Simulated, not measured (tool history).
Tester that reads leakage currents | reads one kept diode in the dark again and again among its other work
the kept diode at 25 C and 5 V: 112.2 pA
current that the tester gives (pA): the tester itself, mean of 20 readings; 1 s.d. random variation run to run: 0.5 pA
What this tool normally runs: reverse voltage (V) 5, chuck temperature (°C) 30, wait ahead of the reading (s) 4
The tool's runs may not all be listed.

| run | hour | reverse voltage (V) | chuck temperature (°C) | wait ahead of the reading (s) | current that the tester gives (pA) |
|---|---|---|---|---|---|
| 1 | 0 | 5 | 30 | 4 | 176.57 |
| 2 | 147.6 | 5 | 43 | 4 | 459.78 |
| 3 | 295.9 | 5 | 43 | 4 | 470.32 |
| 4 | 444.3 | 5 | 24 | 4 | 122.36 |
| 5 | 534.6 | 5 | 24 | 4 | 124.32 |
|  | 550.3 | probe card cleaned and baked |
| 6 | 606.3 | 5 | 24 | 4 | 120.57 |
|  | 729 | chuck's temperature calibrated |
| 7 | 757.5 | 5 | 30 | 4 | 167.76 |
| 8 | 890.1 | 5 | 30 | 4 | 171.49 |
| 9 | 982.2 | 5 | 30 | 4 | 174.75 |
| 10 | 1078.1 | 5 | 30 | 4 | 177.32 |
| 11 | 1215 | 5 | 30 | 4 | 182.56 |
| 12 | 1323.8 | 5 | 46 | 4 | 578.4 |
| 13 | 1406.2 | 5 | 30 | 0.81 | 189.8 |
| 14 | 1549.9 | 4.04 | 25 | 2.68 | 119.84 |
| 15 | 1639.9 | 4.04 | 25 | 2.68 | 120.69 |
|  | 1754 | chuck's temperature calibrated |
| 16 | 1782.4 | 5 | 25 | 3.39 | 116.46 |
| 17 | 1939.1 | 5 | 30 | 1.6 | 174.77 |
| 18 | 2046 | 2.61 | 46 | 8.32 | 394.73 |
| 19 | 2126.7 | 5 | 58 | 6.27 | 1223.29 |
| 20 | 2205.7 | 5 | 58 | 6.27 | 1233.28 |
| 21 | 2360.9 | 9.49 | 25 | 3.62 | 183.29 |

Expected results for the next run?
|  | 2431.7 | probe card cleaned and baked |
| 22 | 2447.9 | 13.14 | 20 | 0.86 | ? |

Run 22 gave current that the tester gives (pA) 143.03.
With the hidden condition absent and the run-to-run variation left alone, this run would have shown current that the tester gives (pA) 129.17.
